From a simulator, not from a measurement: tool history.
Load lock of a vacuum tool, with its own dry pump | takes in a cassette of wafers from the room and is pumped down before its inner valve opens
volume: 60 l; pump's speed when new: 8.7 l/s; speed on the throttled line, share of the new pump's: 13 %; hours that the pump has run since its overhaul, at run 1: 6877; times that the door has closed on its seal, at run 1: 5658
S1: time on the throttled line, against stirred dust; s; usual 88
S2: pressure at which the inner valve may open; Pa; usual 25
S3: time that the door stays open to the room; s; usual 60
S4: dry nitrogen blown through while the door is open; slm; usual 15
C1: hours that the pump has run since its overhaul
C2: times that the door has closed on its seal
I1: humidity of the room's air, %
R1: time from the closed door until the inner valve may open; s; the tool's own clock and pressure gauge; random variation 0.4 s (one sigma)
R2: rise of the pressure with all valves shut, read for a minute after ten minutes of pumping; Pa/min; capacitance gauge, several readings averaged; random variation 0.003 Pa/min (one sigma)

| run | day | S1 | S2 | S3 | S4 | C1 | C2 | I1 | R1 | R2 |
|---|---|---|---|---|---|---|---|---|---|---|
| 1 | 0 | 88 | 25 | 60 | 15 | 6877 | 5658 | 45.9 | 136.7 | 0.036 |
| 2 | 3.638 | 88 | 25 | 60 | 15 | 6964 | 5789 | 44 | 137.1 | 0.035 |
| 3 | 7.362 | 88 | 25 | 60 | 15 | 7053 | 5923 | 44.5 | 136.9 | 0.037 |
| 4 | 10.483 | 88 | 25 | 60 | 15 | 7128 | 6035 | 45.9 | 136.3 | 0.036 |
| 5 | 17.704 | 88 | 25 | 60 | 15 | 7302 | 6295 | 45.9 | 136.4 | 0.039 |
| 6 | 21.538 | 88 | 25 | 60 | 15 | 7394 | 6433 | 48.5 | 136.9 | 0.042 |
| 7 | 24.912 | 88 | 25 | 60 | 15 | 7475 | 6554 | 45 | 137.1 | 0.035 |
| 8 | 29.771 | 88 | 25 | 60 | 15 | 7591 | 6729 | 46.4 | 137.3 | 0.03 |
| 9 | 34.896 | 88 | 25 | 60 | 15 | 7714 | 6913 | 43.1 | 136.9 | 0.037 |
| 10 | 39.971 | 72 | 25 | 60 | 15 | 7836 | 7095 | 44.3 | 123 | 0.036 |
| 11 | 46.604 | 88 | 25 | 60 | 15 | 7995 | 7334 | 44.4 | 136.7 | 0.036 |
| 12 | 51.033 | 85 | 32 | 60 | 15 | 8101 | 7493 | 42.8 | 132.4 | 0.034 |
| 13 | 58.196 | 172 | 26 | 60 | 15 | 8273 | 7751 | 48 | 209.3 | 0.039 |
| 14 | 65.429 | 166 | 18 | 60 | 15 | 8447 | 8011 | 44.2 | 205.9 | 0.038 |
| 15 | 68.696 | 88 | 38 | 57 | 7 | 8525 | 8128 | 46.8 | 134.4 | 0.043 |
| 16 | 71.942 | 88 | 38 | 57 | 7 | 8603 | 8245 | 46.8 | 134.4 | 0.05 |
| 17 | 76.838 | 88 | 25 | 61 | 15 | 8721 | 8421 | 45.3 | 136.9 | 0.039 |
| 18 | 84.058 | 88 | 25 | 61 | 15 | 8894 | 8681 | 46.8 | 138.3 | 0.043 |
| 19 | 87.575 | 88 | 22 | 60 | 6 | 8978 | 8807 | 45.6 | 138.5 | 0.049 |
| 20 | 92.329 | 88 | 22 | 33 | 6 | 9093 | 8978 | 47.6 | 138.8 | 0.039 |
| 21 | 96.912 | 88 | 31 | 66 | 15 | 9203 | 9143 | 45.5 | 136.1 | 0.039 |

4 ways to go on from here, each from the tool as it stands after run 21. What would each give?
| A | 102.825 | 88 | 31 | 118 | 34 | 9344 | 9355 | 48.4 | ? | ? |
| B | 102.825 | 88 | 23 | 97 | 5 | 9344 | 9355 | 49 | ? | ? |
| C | 102.825 | 52 | 31 | 30 | 33 | 9344 | 9355 | 45.7 | ? | ? |
| D | 102.825 | 50 | 48 | 175 | 15 | 9344 | 9355 | 45.4 | ? | ? |

| run | R1 | R2 |
|---|---|---|
| A | 136.1 | 0.041 |
| B | 138.7 | 0.074 |
| C | 105.5 | 0.021 |
| D | 100 | 0.075 |
Without the tool's hidden state the same runs would have given:
| run | R1 | R2 |
|---|---|---|
| A | 132.1 | 0.032 |
| B | 134.5 | 0.065 |
| C | 101 | 0.012 |
| D | 95.9 | 0.065 |
